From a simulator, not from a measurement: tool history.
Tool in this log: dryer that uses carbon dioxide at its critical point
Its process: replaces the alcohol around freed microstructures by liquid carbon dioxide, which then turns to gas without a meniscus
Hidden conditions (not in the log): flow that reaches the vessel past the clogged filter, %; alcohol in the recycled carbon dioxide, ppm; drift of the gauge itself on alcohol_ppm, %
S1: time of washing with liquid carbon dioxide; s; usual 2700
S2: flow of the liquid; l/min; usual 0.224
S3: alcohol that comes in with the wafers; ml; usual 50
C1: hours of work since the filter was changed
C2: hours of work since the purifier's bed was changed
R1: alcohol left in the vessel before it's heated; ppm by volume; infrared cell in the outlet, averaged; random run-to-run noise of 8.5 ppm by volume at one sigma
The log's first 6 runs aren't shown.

At day 10.592: inlet filter changed.
Run 7, day 10.592: usual settings but S3 29 ml; C1 0; C2 294. Result: R1 342 ppm by volume.
Run 8, day 12.312: usual settings but S1 3960 s; C1 23; C2 317. Result: R1 164 ppm by volume.
Run 9, day 14.367: usual settings but S1 3960 s; C1 49; C2 343. Result: R1 169 ppm by volume.
Run 10, day 16.438: usual settings but S1 3960 s; C1 76; C2 370. Result: R1 180 ppm by volume.
Run 11, day 18.6: usual settings but S1 3960 s; C1 105; C2 399. Result: R1 194 ppm by volume.
Run 12, day 19.558: usual settings but S2 0.179 l/min; C1 117; C2 411. Result: R1 1376 ppm by volume.
Run 13, day 21.688: usual settings but S1 3420 s; C1 145; C2 439. Result: R1 341 ppm by volume.
At day 23.558: inlet filter changed.
Run 14, day 23.571: usual settings but S1 3420 s; C1 0; C2 463. Result: R1 281 ppm by volume.
Run 15, day 24.596: usual settings but S1 3420 s; C1 14; C2 477. Result: R1 284 ppm by volume.
Run 16, day 26.433: usual settings but S1 3420 s; C1 38; C2 501. Result: R1 313 ppm by volume.
At day 27.504: purifier's bed changed.
Run 17, day 27.758: usual settings but S1 3420 s; C1 53; C2 3. Result: R1 187 ppm by volume.
Run 18, day 29.292: usual settings but S1 3420 s, S3 25 ml; C1 73; C2 23. Result: R1 102 ppm by volume.
Run 19, day 30.971: usual settings but S1 3420 s, S3 25 ml; C1 95; C2 45. Result: R1 110 ppm by volume.
Run 20, day 32.388: usual settings but S1 4320 s; C1 114; C2 64. Result: R1 76 ppm by volume.
Run 21, day 34.467: usual settings but S1 4320 s; C1 141; C2 91. Result: R1 82 ppm by volume.
Run 22, day 36.146: usual settings but S1 2460 s, S2 0.245 l/min; C1 163; C2 113. Result: R1 605 ppm by volume.
At day 36.65: inlet filter changed.
Run 23, day 37.162: usual settings but S1 3720 s, S2 0.171 l/min, S3 106 ml; C1 7; C2 126. Result: R1 918 ppm by volume.
Run 24, day 39.15: usual settings but S1 2580 s, S2 0.215 l/min, S3 104 ml; C1 33; C2 152. Result: R1 1474 ppm by volume.
Run 25, day 41.404: usual settings but S1 2580 s, S2 0.362 l/min, S3 104 ml; C1 62; C2 181. Result: R1 158 ppm by volume.
Run 26, day 43.238: usual settings but S1 2580 s, S2 0.362 l/min, S3 104 ml; C1 86; C2 205. Result: R1 155 ppm by volume.
Run 27, day 45.471: usual settings but S1 2580 s, S2 0.362 l/min, S3 104 ml; C1 115; C2 234. Result: R1 170 ppm by volume.
Run 28, day 46.842: usual settings but S2 0.373 l/min, S3 109 ml; C1 133; C2 252. Result: R1 143 ppm by volume.
Run 29, day 48.388: usual settings but S2 0.373 l/min, S3 109 ml; C1 153; C2 272. Result: R1 151 ppm by volume.
At day 49.604: inlet filter changed.
Run 30, day 49.75: usual settings but S1 1920 s, S2 0.288 l/min; C1 2; C2 290. Result: R1 705 ppm by volume.
Run 31, day 51.55: usual settings but S2 0.268 l/min, S3 58 ml; C1 25; C2 313. Result: R1 341 ppm by volume.

Run 32 is up next; what results do you expect?
Run 32, day 53.417: usual settings but S2 0.352 l/min, S3 58 ml; C1 50; C2 338. Result: R1 ?.

R1: 138 ppm by volume
Take away the tool's hidden state, keep the run-to-run variation as it was, and the same run would have given R1 46 ppm by volume.
